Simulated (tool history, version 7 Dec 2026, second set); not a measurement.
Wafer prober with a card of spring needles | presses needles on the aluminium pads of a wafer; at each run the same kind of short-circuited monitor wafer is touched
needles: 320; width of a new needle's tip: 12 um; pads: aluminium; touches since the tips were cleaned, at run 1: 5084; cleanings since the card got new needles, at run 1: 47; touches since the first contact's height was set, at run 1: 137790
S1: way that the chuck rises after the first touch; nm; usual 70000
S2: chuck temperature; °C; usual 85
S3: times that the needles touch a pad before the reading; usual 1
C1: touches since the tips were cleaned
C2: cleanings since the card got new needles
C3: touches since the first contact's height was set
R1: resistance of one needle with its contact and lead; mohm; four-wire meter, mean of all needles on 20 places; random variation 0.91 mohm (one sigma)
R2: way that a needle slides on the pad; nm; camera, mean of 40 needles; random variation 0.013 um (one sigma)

{"run": 1, "hour": 0.0, "S1": 70000, "S2": 85, "S3": 1, "C1": 5084, "C2": 47, "C3": 137790, "R1": 265.8, "R2": 11090}
{"hour": 8.5, "done": "tips cleaned on abrasive film"}
{"hour": 29.2, "done": "tips cleaned on abrasive film"}
{"run": 2, "hour": 35.1, "S1": 70000, "S2": 85, "S3": 3, "C1": 2371, "C2": 49, "C3": 151810, "R1": 254.5, "R2": 11080}
{"hour": 47.4, "done": "tips cleaned on abrasive film"}
{"hour": 68.4, "done": "tips cleaned on abrasive film"}
{"hour": 89.7, "done": "tips cleaned on abrasive film"}
{"run": 3, "hour": 100.7, "S1": 70000, "S2": 85, "S3": 2, "C1": 4422, "C2": 52, "C3": 178030, "R1": 259.7, "R2": 11030}
{"hour": 108.4, "done": "tips cleaned on abrasive film"}
{"hour": 128.0, "done": "tips cleaned on abrasive film"}
{"hour": 148.1, "done": "tips cleaned on abrasive film"}
{"hour": 165.3, "done": "tips cleaned on abrasive film"}
{"run": 4, "hour": 165.3, "S1": 70000, "S2": 85, "S3": 3, "C1": 0, "C2": 56, "C3": 203831, "R1": 250.5, "R2": 11000}
{"hour": 185.7, "done": "tips cleaned on abrasive film"}
{"hour": 205.4, "done": "tips cleaned on abrasive film"}
{"run": 5, "hour": 219.8, "S1": 70000, "S2": 85, "S3": 3, "C1": 5808, "C2": 58, "C3": 225640, "R1": 255.3, "R2": 10980}
{"hour": 224.2, "done": "tips cleaned on abrasive film"}
{"hour": 245.5, "done": "tips cleaned on abrasive film"}
{"hour": 245.8, "done": "height of the first contact set anew"}
{"run": 6, "hour": 259.3, "S1": 70000, "S2": 85, "S3": 1, "C1": 5444, "C2": 60, "C3": 5444, "R1": 263.6, "R2": 11270}
{"hour": 263.6, "done": "tips cleaned on abrasive film"}
{"hour": 283.9, "done": "tips cleaned on abrasive film"}
{"hour": 304.5, "done": "tips cleaned on abrasive film"}
{"run": 7, "hour": 304.5, "S1": 70000, "S2": 85, "S3": 1, "C1": 0, "C2": 63, "C3": 23458, "R1": 251.3, "R2": 11220}
{"hour": 323.6, "done": "tips cleaned on abrasive film"}
{"hour": 343.0, "done": "tips cleaned on abrasive film"}
{"hour": 363.8, "done": "tips cleaned on abrasive film"}
{"run": 8, "hour": 366.7, "S1": 70000, "S2": 85, "S3": 1, "C1": 1159, "C2": 66, "C3": 48336, "R1": 257.5, "R2": 11220}
{"hour": 382.4, "done": "tips cleaned on abrasive film"}
{"hour": 400.8, "done": "tips cleaned on abrasive film"}
{"hour": 421.5, "done": "tips cleaned on abrasive film"}
{"run": 9, "hour": 433.1, "S1": 70000, "S2": 85, "S3": 1, "C1": 4644, "C2": 69, "C3": 74866, "R1": 262.8, "R2": 11190}
{"hour": 441.1, "done": "tips cleaned on abrasive film"}
{"hour": 460.4, "done": "tips cleaned on abrasive film"}
{"hour": 481.1, "done": "tips cleaned on abrasive film"}
{"run": 10, "hour": 496.6, "S1": 70000, "S2": 29, "S3": 1, "C1": 6227, "C2": 72, "C3": 100259, "R1": 248.0, "R2": 11140}
{"hour": 500.9, "done": "tips cleaned on abrasive film"}
{"hour": 520.3, "done": "tips cleaned on abrasive film"}
{"hour": 541.3, "done": "tips cleaned on abrasive film"}
{"hour": 559.4, "done": "tips cleaned on abrasive film"}
{"run": 11, "hour": 559.4, "S1": 70000, "S2": 43, "S3": 1, "C1": 0, "C2": 76, "C3": 125298, "R1": 240.2, "R2": 11120}
{"hour": 576.9, "done": "tips cleaned on abrasive film"}
{"hour": 597.2, "done": "tips cleaned on abrasive film"}
{"run": 12, "hour": 612.6, "S1": 62000, "S2": 116, "S3": 2, "C1": 6181, "C2": 78, "C3": 146591, "R1": 268.2, "R2": 9830}
{"hour": 616.9, "done": "tips cleaned on abrasive film"}
{"hour": 637.0, "done": "tips cleaned on abrasive film"}
{"run": 13, "hour": 643.7, "S1": 73000, "S2": 84, "S3": 2, "C1": 2688, "C2": 80, "C3": 159015, "R1": 256.0, "R2": 11560}
{"hour": 654.4, "done": "tips cleaned on abrasive film"}
{"hour": 673.9, "done": "tips cleaned on abrasive film"}
{"run": 14, "hour": 685.1, "S1": 51000, "S2": 36, "S3": 2, "C1": 4522, "C2": 82, "C3": 175575, "R1": 254.1, "R2": 8000}
{"hour": 692.2, "done": "tips cleaned on abrasive film"}
{"hour": 712.9, "done": "tips cleaned on abrasive film"}
{"hour": 732.9, "done": "tips cleaned on abrasive film"}
{"run": 15, "hour": 744.8, "S1": 70000, "S2": 86, "S3": 1, "C1": 4766, "C2": 85, "C3": 199410, "R1": 263.7, "R2": 11030}
{"hour": 753.4, "done": "tips cleaned on abrasive film"}
{"hour": 774.0, "done": "tips cleaned on abrasive film"}
{"hour": 792.8, "done": "tips cleaned on abrasive film"}
{"hour": 811.6, "done": "tips cleaned on abrasive film"}
{"run": 16, "hour": 811.6, "S1": 71000, "S2": 99, "S3": 1, "C1": 0, "C2": 89, "C3": 226065, "R1": 255.8, "R2": 11150}
{"hour": 832.7, "done": "tips cleaned on abrasive film"}
{"hour": 837.2, "done": "height of the first contact set anew"}
{"hour": 852.3, "done": "tips cleaned on abrasive film"}
{"run": 17, "hour": 867.8, "S1": 88000, "S2": 91, "S3": 1, "C1": 6239, "C2": 91, "C3": 12238, "R1": 264.5, "R2": 14150}
{"hour": 872.0, "done": "tips cleaned on abrasive film"}
{"hour": 892.9, "done": "tips cleaned on abrasive film"}
{"hour": 910.1, "done": "tips cleaned on abrasive film"}
{"run": 18, "hour": 910.1, "S1": 88000, "S2": 91, "S3": 1, "C1": 0, "C2": 94, "C3": 29088, "R1": 251.0, "R2": 14140}
{"hour": 928.9, "done": "tips cleaned on abrasive film"}
{"hour": 949.3, "done": "tips cleaned on abrasive film"}
{"hour": 968.9, "done": "tips cleaned on abrasive film"}
{"run": 19, "hour": 977.5, "S1": 78000, "S2": 30, "S3": 2, "C1": 3425, "C2": 97, "C3": 56034, "R1": 242.4, "R2": 12460}
{"hour": 988.1, "done": "tips cleaned on abrasive film"}
{"hour": 1005.7, "done": "tips cleaned on abrasive film"}
{"hour": 1026.9, "done": "tips cleaned on abrasive film"}
{"run": 20, "hour": 1030.0, "S1": 71000, "S2": 122, "S3": 2, "C1": 1215, "C2": 100, "C3": 77000, "R1": 263.8, "R2": 11330}
{"hour": 1046.3, "done": "tips cleaned on abrasive film"}
{"hour": 1063.9, "done": "tips cleaned on abrasive film"}
{"run": 21, "hour": 1077.9, "S1": 71000, "S2": 122, "S3": 2, "C1": 5595, "C2": 102, "C3": 96159, "R1": 268.3, "R2": 11310}
{"hour": 1082.2, "done": "tips cleaned on abrasive film"}
{"hour": 1101.3, "done": "tips cleaned on abrasive film"}
{"hour": 1121.3, "done": "tips cleaned on abrasive film"}
{"hour": 1140.6, "done": "tips cleaned on abrasive film"}
{"run": 22, "hour": 1142.3, "S1": 69000, "S2": 85, "S3": 1, "C1": 700, "C2": 106, "C3": 121883, "R1": 252.2, "R2": 10950}

Forecast each of these 3 alternatives for the next run:
{"hour": 1158.5, "done": "tips cleaned on abrasive film"}
{"run": "A", "hour": 1175.5, "S1": 69000, "S2": 85, "S3": 2, "C1": 6799, "C2": 107, "C3": 135154, "R1": "?", "R2": "?"}
{"hour": 1158.5, "done": "tips cleaned on abrasive film"}
{"run": "B", "hour": 1175.5, "S1": 57000, "S2": 45, "S3": 1, "C1": 6799, "C2": 107, "C3": 135154, "R1": "?", "R2": "?"}
{"hour": 1158.5, "done": "tips cleaned on abrasive film"}
{"run": "C", "hour": 1175.5, "S1": 87000, "S2": 85, "S3": 1, "C1": 6799, "C2": 107, "C3": 135154, "R1": "?", "R2": "?"}

run=A R1=261.7 R2=10920
run=B R1=264.1 R2=9000
run=C R1=260.1 R2=13850
Without the tool's hidden state the same runs would have given:
run=A R1=254.1 R2=11090
run=B R1=241.7 R2=9170
run=C R1=249.3 R2=14020

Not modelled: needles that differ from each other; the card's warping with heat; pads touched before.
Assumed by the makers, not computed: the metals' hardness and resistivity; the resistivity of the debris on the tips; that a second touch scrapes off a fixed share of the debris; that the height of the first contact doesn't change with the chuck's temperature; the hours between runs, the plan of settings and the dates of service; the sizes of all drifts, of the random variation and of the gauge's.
